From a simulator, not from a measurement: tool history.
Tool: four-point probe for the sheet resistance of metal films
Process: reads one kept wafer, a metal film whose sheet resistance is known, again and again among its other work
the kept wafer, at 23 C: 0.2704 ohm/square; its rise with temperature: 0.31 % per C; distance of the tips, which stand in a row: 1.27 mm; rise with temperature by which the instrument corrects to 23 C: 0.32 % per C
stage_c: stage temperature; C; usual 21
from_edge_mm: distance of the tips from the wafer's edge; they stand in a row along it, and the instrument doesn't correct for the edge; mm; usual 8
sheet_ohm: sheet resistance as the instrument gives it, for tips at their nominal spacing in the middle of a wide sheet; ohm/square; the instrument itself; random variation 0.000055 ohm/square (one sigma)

run 1 hour=0 | stage_c=21 from_edge_mm=8 | sheet_ohm=0.274221
run 2 hour=20.4 | stage_c=21 from_edge_mm=8 | sheet_ohm=0.274252
run 3 hour=52.1 | stage_c=21 from_edge_mm=8 | sheet_ohm=0.274184
run 4 hour=85.8 | stage_c=21 from_edge_mm=8 | sheet_ohm=0.274314
run 5 hour=127.7 | stage_c=21 from_edge_mm=8 | sheet_ohm=0.274417
run 6 hour=161.6 | stage_c=25 from_edge_mm=8 | sheet_ohm=0.27431
run 7 hour=182.5 | stage_c=25 from_edge_mm=8 | sheet_ohm=0.274289
run 8 hour=209.3 | stage_c=25 from_edge_mm=8 | sheet_ohm=0.27437
run 9 hour=231.5 | stage_c=25 from_edge_mm=8 | sheet_ohm=0.274309
run 10 hour=272.6 | stage_c=21 from_edge_mm=8 | sheet_ohm=0.274529
run 11 hour=315.8 | stage_c=21 from_edge_mm=8 | sheet_ohm=0.274584
run 12 hour=354.3 | stage_c=34 from_edge_mm=40 | sheet_ohm=0.270978
run 13 hour=385.2 | stage_c=32 from_edge_mm=54 | sheet_ohm=0.270988
run 14 hour=417.8 | stage_c=32 from_edge_mm=54 | sheet_ohm=0.270914
run 15 hour=446.8 | stage_c=23 from_edge_mm=15 | sheet_ohm=0.272107
run 16 hour=476.7 | stage_c=26 from_edge_mm=17 | sheet_ohm=0.271669
run 17 hour=500.3 | stage_c=32 from_edge_mm=8 | sheet_ohm=0.274532
run 18 hour=527.2 | stage_c=26 from_edge_mm=13 | sheet_ohm=0.272442
run 19 hour=556.2 | stage_c=27 from_edge_mm=3 | sheet_ohm=0.294802
run 20 hour=592.2 | stage_c=27 from_edge_mm=3 | sheet_ohm=0.294717
run 21 hour=614.6 | stage_c=27 from_edge_mm=3 | sheet_ohm=0.294731

3 ways to go on from here, each from the tool as it stands after run 21. What would each give?
run A hour=651.7 | stage_c=28 from_edge_mm=8 | sheet_ohm=?
run B hour=651.7 | stage_c=27 from_edge_mm=52 | sheet_ohm=?
run C hour=651.7 | stage_c=29 from_edge_mm=6 | sheet_ohm=?

run=A sheet_ohm=0.27478
run=B sheet_ohm=0.271232
run=C sheet_ohm=0.277436
Without the tool's hidden state the same runs would have given:
run=A sheet_ohm=0.273999
run=B sheet_ohm=0.27046
run=C sheet_ohm=0.276649
